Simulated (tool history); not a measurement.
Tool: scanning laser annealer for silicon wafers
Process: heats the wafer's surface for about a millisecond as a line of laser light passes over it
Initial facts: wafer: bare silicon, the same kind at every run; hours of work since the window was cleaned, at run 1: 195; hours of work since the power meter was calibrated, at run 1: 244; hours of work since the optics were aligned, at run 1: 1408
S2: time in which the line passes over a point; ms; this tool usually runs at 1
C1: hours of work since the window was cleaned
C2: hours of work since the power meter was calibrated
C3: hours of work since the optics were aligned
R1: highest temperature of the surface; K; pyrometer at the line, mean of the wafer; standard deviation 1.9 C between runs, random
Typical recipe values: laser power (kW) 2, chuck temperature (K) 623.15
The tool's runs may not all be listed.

run 1 hour=0 | laser_power_(kW)=2 S2=1 chuck_temperature_(K)=623.15 | C1=195 C2=244 C3=1408 | R1=1378.15
run 2 hour=8 | laser_power_(kW)=2 S2=1 chuck_temperature_(K)=623.15 | C1=201 C2=250 C3=1413 | R1=1382.15
run 3 hour=14.4 | laser_power_(kW)=2 S2=1 chuck_temperature_(K)=623.15 | C1=205 C2=254 C3=1418 | R1=1383.15
-- hour=27.7 optics aligned, line set to its width
run 4 hour=27.7 | laser_power_(kW)=1.708 S2=1 chuck_temperature_(K)=623.15 | C1=211 C2=260 C3=0 | R1=1279.15
run 5 hour=35.9 | laser_power_(kW)=2 S2=1 chuck_temperature_(K)=623.15 | C1=217 C2=266 C3=6 | R1=1383.15
run 6 hour=43.1 | laser_power_(kW)=2 S2=1 chuck_temperature_(K)=623.15 | C1=222 C2=271 C3=11 | R1=1383.15

What does the tool deliver on the next run?
run 7 hour=47.1 | laser_power_(kW)=2 S2=1 chuck_temperature_(K)=623.15 | C1=224 C2=273 C3=13 | R1=?

R1: 1383.15 K
Without the tool's hidden state the same run would have given R1 1384.15 K.
